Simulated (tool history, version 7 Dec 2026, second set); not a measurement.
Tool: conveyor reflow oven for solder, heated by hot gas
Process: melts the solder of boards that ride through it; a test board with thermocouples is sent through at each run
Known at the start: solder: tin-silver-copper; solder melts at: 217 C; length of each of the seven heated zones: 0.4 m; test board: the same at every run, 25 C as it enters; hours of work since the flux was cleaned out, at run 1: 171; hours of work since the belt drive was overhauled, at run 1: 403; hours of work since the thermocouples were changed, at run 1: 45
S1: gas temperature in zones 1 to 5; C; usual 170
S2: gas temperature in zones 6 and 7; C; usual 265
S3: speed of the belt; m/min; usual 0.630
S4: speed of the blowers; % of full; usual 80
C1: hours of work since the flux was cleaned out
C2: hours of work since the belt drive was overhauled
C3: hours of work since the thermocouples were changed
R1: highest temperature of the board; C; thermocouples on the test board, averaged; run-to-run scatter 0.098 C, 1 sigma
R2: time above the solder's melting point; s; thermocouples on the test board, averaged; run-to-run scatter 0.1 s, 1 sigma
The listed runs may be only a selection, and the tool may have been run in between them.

{"run": 1, "day": 0.0, "S1": 170, "S2": 265, "S3": 0.63, "S4": 80, "C1": 171, "C2": 403, "C3": 45, "R1": 255.47, "R2": 59.9}
{"run": 2, "day": 0.696, "S1": 170, "S2": 265, "S3": 0.63, "S4": 53, "C1": 180, "C2": 413, "C3": 55, "R1": 250.29, "R2": 54.6}
{"run": 3, "day": 2.15, "S1": 173, "S2": 265, "S3": 0.63, "S4": 80, "C1": 201, "C2": 433, "C3": 75, "R1": 255.7, "R2": 60.9}
{"run": 4, "day": 3.179, "S1": 173, "S2": 265, "S3": 0.63, "S4": 80, "C1": 215, "C2": 447, "C3": 89, "R1": 255.73, "R2": 61.2}
{"run": 5, "day": 4.217, "S1": 173, "S2": 265, "S3": 0.63, "S4": 80, "C1": 229, "C2": 461, "C3": 104, "R1": 255.66, "R2": 60.9}
{"run": 6, "day": 4.938, "S1": 173, "S2": 265, "S3": 0.674, "S4": 80, "C1": 239, "C2": 471, "C3": 114, "R1": 254.3, "R2": 55.6}
{"run": 7, "day": 5.996, "S1": 170, "S2": 265, "S3": 0.63, "S4": 82, "C1": 254, "C2": 486, "C3": 128, "R1": 255.72, "R2": 59.9}
{"run": 8, "day": 6.692, "S1": 179, "S2": 265, "S3": 0.63, "S4": 80, "C1": 264, "C2": 496, "C3": 138, "R1": 256.29, "R2": 63.5}
{"run": 9, "day": 7.654, "S1": 179, "S2": 265, "S3": 0.63, "S4": 80, "C1": 277, "C2": 509, "C3": 151, "R1": 256.26, "R2": 63.4}
{"run": 10, "day": 8.371, "S1": 179, "S2": 265, "S3": 0.635, "S4": 80, "C1": 287, "C2": 519, "C3": 161, "R1": 256.1, "R2": 62.8}
{"run": 11, "day": 8.975, "S1": 170, "S2": 265, "S3": 0.55, "S4": 80, "C1": 295, "C2": 527, "C3": 170, "R1": 258.19, "R2": 71.7}
{"run": 12, "day": 9.775, "S1": 170, "S2": 265, "S3": 0.55, "S4": 80, "C1": 306, "C2": 538, "C3": 181, "R1": 258.23, "R2": 71.4}
{"run": 13, "day": 10.508, "S1": 170, "S2": 265, "S3": 0.55, "S4": 80, "C1": 316, "C2": 549, "C3": 191, "R1": 258.3, "R2": 71.5}
{"run": 14, "day": 11.958, "S1": 171, "S2": 265, "S3": 0.63, "S4": 80, "C1": 337, "C2": 569, "C3": 211, "R1": 255.55, "R2": 60.3}
{"run": 15, "day": 13.233, "S1": 156, "S2": 265, "S3": 0.548, "S4": 80, "C1": 354, "C2": 586, "C3": 229, "R1": 257.23, "R2": 67.0}
{"run": 16, "day": 14.15, "S1": 171, "S2": 265, "S3": 0.608, "S4": 80, "C1": 367, "C2": 599, "C3": 241, "R1": 256.23, "R2": 63.1}
{"run": 17, "day": 15.546, "S1": 170, "S2": 265, "S3": 0.544, "S4": 73, "C1": 386, "C2": 618, "C3": 261, "R1": 257.5, "R2": 71.9}
{"run": 18, "day": 16.167, "S1": 164, "S2": 257, "S3": 0.715, "S4": 75, "C1": 395, "C2": 627, "C3": 269, "R1": 243.08, "R2": 41.6}
{"run": 19, "day": 17.633, "S1": 164, "S2": 257, "S3": 0.715, "S4": 75, "C1": 415, "C2": 647, "C3": 290, "R1": 243.01, "R2": 41.7}
{"run": 20, "day": 18.3, "S1": 164, "S2": 257, "S3": 0.715, "S4": 75, "C1": 425, "C2": 657, "C3": 299, "R1": 243.19, "R2": 41.6}
{"run": 21, "day": 19.183, "S1": 170, "S2": 258, "S3": 0.63, "S4": 80, "C1": 437, "C2": 669, "C3": 311, "R1": 248.63, "R2": 55.8}
{"run": 22, "day": 19.975, "S1": 170, "S2": 265, "S3": 0.519, "S4": 80, "C1": 448, "C2": 680, "C3": 322, "R1": 259.56, "R2": 76.9}
{"run": 23, "day": 21.0, "S1": 170, "S2": 265, "S3": 0.519, "S4": 80, "C1": 462, "C2": 694, "C3": 336, "R1": 259.18, "R2": 77.2}
{"day": 21.642, "done": "flux residue cleaned out of gas plates and filters"}
{"run": 24, "day": 21.933, "S1": 170, "S2": 265, "S3": 0.519, "S4": 80, "C1": 4, "C2": 704, "C3": 346, "R1": 259.44, "R2": 77.1}
{"run": 25, "day": 23.221, "S1": 170, "S2": 265, "S3": 0.519, "S4": 58, "C1": 22, "C2": 722, "C3": 364, "R1": 256.48, "R2": 73.9}
{"run": 26, "day": 24.588, "S1": 170, "S2": 265, "S3": 0.701, "S4": 54, "C1": 41, "C2": 741, "C3": 383, "R1": 246.87, "R2": 45.6}
{"run": 27, "day": 25.983, "S1": 170, "S2": 265, "S3": 0.506, "S4": 80, "C1": 60, "C2": 760, "C3": 402, "R1": 259.71, "R2": 79.4}
{"run": 28, "day": 26.904, "S1": 170, "S2": 260, "S3": 0.685, "S4": 80, "C1": 73, "C2": 773, "C3": 415, "R1": 248.65, "R2": 50.3}

Branching from run 28: 3 alternative next runs. What would each branch give?
{"run": "A", "day": 28.175, "S1": 165, "S2": 260, "S3": 0.685, "S4": 80, "C1": 91, "C2": 791, "C3": 433, "R1": "?", "R2": "?"}
{"run": "B", "day": 28.175, "S1": 161, "S2": 260, "S3": 0.6, "S4": 71, "C1": 91, "C2": 791, "C3": 433, "R1": "?", "R2": "?"}
{"run": "C", "day": 28.175, "S1": 181, "S2": 260, "S3": 0.706, "S4": 80, "C1": 91, "C2": 791, "C3": 433, "R1": "?", "R2": "?"}

run=A R1=248.04 R2=48.3
run=B R1=249.56 R2=55.9
run=C R1=249.75 R2=52.7
Without the tool's hidden state the same runs would have given:
run=A R1=248.03 R2=48.3
run=B R1=249.55 R2=55.9
run=C R1=249.74 R2=52.7
